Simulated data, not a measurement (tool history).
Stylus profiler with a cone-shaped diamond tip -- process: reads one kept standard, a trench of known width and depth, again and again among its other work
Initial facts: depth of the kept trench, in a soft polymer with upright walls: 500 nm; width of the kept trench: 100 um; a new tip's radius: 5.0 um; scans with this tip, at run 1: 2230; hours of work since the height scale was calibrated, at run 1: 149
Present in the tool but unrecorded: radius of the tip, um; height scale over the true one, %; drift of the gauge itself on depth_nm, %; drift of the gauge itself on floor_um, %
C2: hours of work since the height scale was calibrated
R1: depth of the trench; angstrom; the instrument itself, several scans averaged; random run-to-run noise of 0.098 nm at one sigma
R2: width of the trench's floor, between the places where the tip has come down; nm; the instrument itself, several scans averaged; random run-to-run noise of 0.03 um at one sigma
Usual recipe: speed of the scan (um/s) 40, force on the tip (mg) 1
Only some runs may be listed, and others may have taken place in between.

run 1 hour=0 | speed_of_the_scan_(um/s)=40 force_on_the_tip_(mg)=1 | scans_with_this_tip=2230 C2=149 | R1=5019.7 R2=94980
run 2 hour=23.6 | speed_of_the_scan_(um/s)=40 force_on_the_tip_(mg)=1 | scans_with_this_tip=2479 C2=166 | R1=5018.2 R2=95040
run 3 hour=46.5 | speed_of_the_scan_(um/s)=40 force_on_the_tip_(mg)=1 | scans_with_this_tip=2722 C2=182 | R1=5019.6 R2=94970
run 4 hour=67.1 | speed_of_the_scan_(um/s)=40 force_on_the_tip_(mg)=1 | scans_with_this_tip=2941 C2=197 | R1=5019.8 R2=94980
run 5 hour=83.1 | speed_of_the_scan_(um/s)=40 force_on_the_tip_(mg)=0.46 | scans_with_this_tip=3110 C2=208 | R1=5009.6 R2=94760
run 6 hour=99.8 | speed_of_the_scan_(um/s)=40 force_on_the_tip_(mg)=1 | scans_with_this_tip=3286 C2=220 | R1=5020.3 R2=94880
run 7 hour=119.6 | speed_of_the_scan_(um/s)=40 force_on_the_tip_(mg)=1 | scans_with_this_tip=3495 C2=234 | R1=5018.8 R2=94810
run 8 hour=134.2 | speed_of_the_scan_(um/s)=40 force_on_the_tip_(mg)=1 | scans_with_this_tip=3651 C2=244 | R1=5018.5 R2=94880
run 9 hour=157.3 | speed_of_the_scan_(um/s)=40 force_on_the_tip_(mg)=1 | scans_with_this_tip=3895 C2=261 | R1=5018.5 R2=94750
run 10 hour=178.6 | speed_of_the_scan_(um/s)=40 force_on_the_tip_(mg)=1.86 | scans_with_this_tip=4120 C2=276 | R1=5030.5 R2=94860
run 11 hour=203.2 | speed_of_the_scan_(um/s)=40 force_on_the_tip_(mg)=1.86 | scans_with_this_tip=4380 C2=293 | R1=5029.2 R2=94800
run 12 hour=217.2 | speed_of_the_scan_(um/s)=40 force_on_the_tip_(mg)=1.86 | scans_with_this_tip=4529 C2=303 | R1=5029.2 R2=94820
run 13 hour=234.5 | speed_of_the_scan_(um/s)=40 force_on_the_tip_(mg)=1.86 | scans_with_this_tip=4712 C2=315 | R1=5030.7 R2=94820
run 14 hour=250.2 | speed_of_the_scan_(um/s)=40 force_on_the_tip_(mg)=1.86 | scans_with_this_tip=4878 C2=326 | R1=5029.7 R2=94780
run 15 hour=262.2 | speed_of_the_scan_(um/s)=40 force_on_the_tip_(mg)=1.86 | scans_with_this_tip=5005 C2=335 | R1=5028.3 R2=94740
run 16 hour=279.9 | speed_of_the_scan_(um/s)=20 force_on_the_tip_(mg)=1 | scans_with_this_tip=5193 C2=347 | R1=5017.7 R2=94770
run 17 hour=293.9 | speed_of_the_scan_(um/s)=80 force_on_the_tip_(mg)=1 | scans_with_this_tip=5341 C2=357 | R1=5015.6 R2=94300
run 18 hour=317.4 | speed_of_the_scan_(um/s)=40 force_on_the_tip_(mg)=2.23 | scans_with_this_tip=5589 C2=374 | R1=5034 R2=94690
run 19 hour=338.5 | speed_of_the_scan_(um/s)=40 force_on_the_tip_(mg)=1 | scans_with_this_tip=5813 C2=389 | R1=5014.9 R2=94530
run 20 hour=358.8 | speed_of_the_scan_(um/s)=14 force_on_the_tip_(mg)=1 | scans_with_this_tip=6028 C2=403 | R1=5014.2 R2=94800
run 21 hour=379.6 | speed_of_the_scan_(um/s)=40 force_on_the_tip_(mg)=0.61 | scans_with_this_tip=6248 C2=418 | R1=5009.4 R2=94400
run 22 hour=397.2 | speed_of_the_scan_(um/s)=40 force_on_the_tip_(mg)=0.61 | scans_with_this_tip=6434 C2=430 | R1=5007.3 R2=94360
run 23 hour=417.3 | speed_of_the_scan_(um/s)=40 force_on_the_tip_(mg)=1 | scans_with_this_tip=6647 C2=445 | R1=5013.5 R2=94470
run 24 hour=431.9 | speed_of_the_scan_(um/s)=40 force_on_the_tip_(mg)=1 | scans_with_this_tip=6801 C2=455 | R1=5013.7 R2=94450
run 25 hour=442.6 | speed_of_the_scan_(um/s)=40 force_on_the_tip_(mg)=1.05 | scans_with_this_tip=6915 C2=463 | R1=5016 R2=94410
run 26 hour=455.6 | speed_of_the_scan_(um/s)=10 force_on_the_tip_(mg)=1.05 | scans_with_this_tip=7053 C2=472 | R1=5015.1 R2=94710
run 27 hour=477.9 | speed_of_the_scan_(um/s)=10 force_on_the_tip_(mg)=1.05 | scans_with_this_tip=7289 C2=488 | R1=5013.2 R2=94630
run 28 hour=491.2 | speed_of_the_scan_(um/s)=34 force_on_the_tip_(mg)=1.58 | scans_with_this_tip=7429 C2=497 | R1=5020.5 R2=94490
run 29 hour=505.7 | speed_of_the_scan_(um/s)=71 force_on_the_tip_(mg)=1.58 | scans_with_this_tip=7582 C2=507 | R1=5020.6 R2=94230
run 30 hour=526.8 | speed_of_the_scan_(um/s)=71 force_on_the_tip_(mg)=1.58 | scans_with_this_tip=7807 C2=522 | R1=5022.8 R2=94170
run 31 hour=550.4 | speed_of_the_scan_(um/s)=47 force_on_the_tip_(mg)=1.04 | scans_with_this_tip=8055 C2=539 | R1=5013.1 R2=94300
run 32 hour=573.5 | speed_of_the_scan_(um/s)=73 force_on_the_tip_(mg)=1.64 | scans_with_this_tip=8300 C2=555 | R1=5021.5 R2=94140
run 33 hour=592 | speed_of_the_scan_(um/s)=12 force_on_the_tip_(mg)=1.2 | scans_with_this_tip=8496 C2=568 | R1=5015.5 R2=94470
run 34 hour=612.3 | speed_of_the_scan_(um/s)=12 force_on_the_tip_(mg)=1.2 | scans_with_this_tip=8711 C2=583 | R1=5014.4 R2=94480
run 35 hour=635.4 | speed_of_the_scan_(um/s)=68 force_on_the_tip_(mg)=0.39 | scans_with_this_tip=8956 C2=599 | R1=4998.7 R2=93570
run 36 hour=646.9 | speed_of_the_scan_(um/s)=38 force_on_the_tip_(mg)=1.38 | scans_with_this_tip=9077 C2=607 | R1=5015.3 R2=94210
run 37 hour=670.8 | speed_of_the_scan_(um/s)=14 force_on_the_tip_(mg)=1 | scans_with_this_tip=9331 C2=624 | R1=5011.3 R2=94380
run 38 hour=685.2 | speed_of_the_scan_(um/s)=65 force_on_the_tip_(mg)=1 | scans_with_this_tip=9483 C2=634 | R1=5011.6 R2=93840
run 39 hour=708.6 | speed_of_the_scan_(um/s)=65 force_on_the_tip_(mg)=1 | scans_with_this_tip=9730 C2=651 | R1=5010.6 R2=93880
run 40 hour=723 | speed_of_the_scan_(um/s)=65 force_on_the_tip_(mg)=1 | scans_with_this_tip=9882 C2=661 | R1=5010.3 R2=93830
run 41 hour=735.7 | speed_of_the_scan_(um/s)=26 force_on_the_tip_(mg)=0.98 | scans_with_this_tip=10017 C2=670 | R1=5008.8 R2=94200
run 42 hour=749.4 | speed_of_the_scan_(um/s)=26 force_on_the_tip_(mg)=0.98 | scans_with_this_tip=10162 C2=680 | R1=5008.6 R2=94170
run 43 hour=763.7 | speed_of_the_scan_(um/s)=36 force_on_the_tip_(mg)=2.96 | scans_with_this_tip=10313 C2=690 | R1=5035.3 R2=94190
run 44 hour=779.8 | speed_of_the_scan_(um/s)=148 force_on_the_tip_(mg)=2 | scans_with_this_tip=10484 C2=701 | R1=5023.1 R2=93480
run 45 hour=791.6 | speed_of_the_scan_(um/s)=12 force_on_the_tip_(mg)=1 | scans_with_this_tip=10609 C2=710 | R1=5008.3 R2=94200
run 46 hour=808.1 | speed_of_the_scan_(um/s)=94 force_on_the_tip_(mg)=2.32 | scans_with_this_tip=10784 C2=722 | R1=5026.3 R2=93820
run 47 hour=825.7 | speed_of_the_scan_(um/s)=56 force_on_the_tip_(mg)=0.41 | scans_with_this_tip=10970 C2=734 | R1=4996.4 R2=93540

For some of the steps in R1 from one run to the next: how much would appear even if the tool had no hidden state, given the settings, what came in and random variation, and how much remains for the hidden state plus any gauge scatter that the measured result and the result without hidden state don't share?
Run 2 -> 3: no setting touched and nothing written in the log between the runs. R1 +1.4 angstrom: hidden state -0.4, all else +1.8.
Run 17 -> 18: speed of the scan (um/s) 80 -> 40, force on the tip (mg) 1 -> 2.23. R1 +18.4 angstrom: hidden state -0.5, all else +18.9.
Run 18 -> 19: force on the tip (mg) 2.23 -> 1. R1 -19.1 angstrom: hidden state -0.2, all else -18.9.
Run 38 -> 39: no setting touched and nothing written in the log between the runs. R1 -1 angstrom: hidden state -0.5, all else -0.5.
Run 42 -> 43: speed of the scan (um/s) 26 -> 36, force on the tip (mg) 0.98 -> 2.96. R1 +26.7 angstrom: hidden state -0.3, all else +27.
Run 46 -> 47: speed of the scan (um/s) 94 -> 56, force on the tip (mg) 2.32 -> 0.41. R1 -29.9 angstrom: hidden state -0.1, all else -29.8.
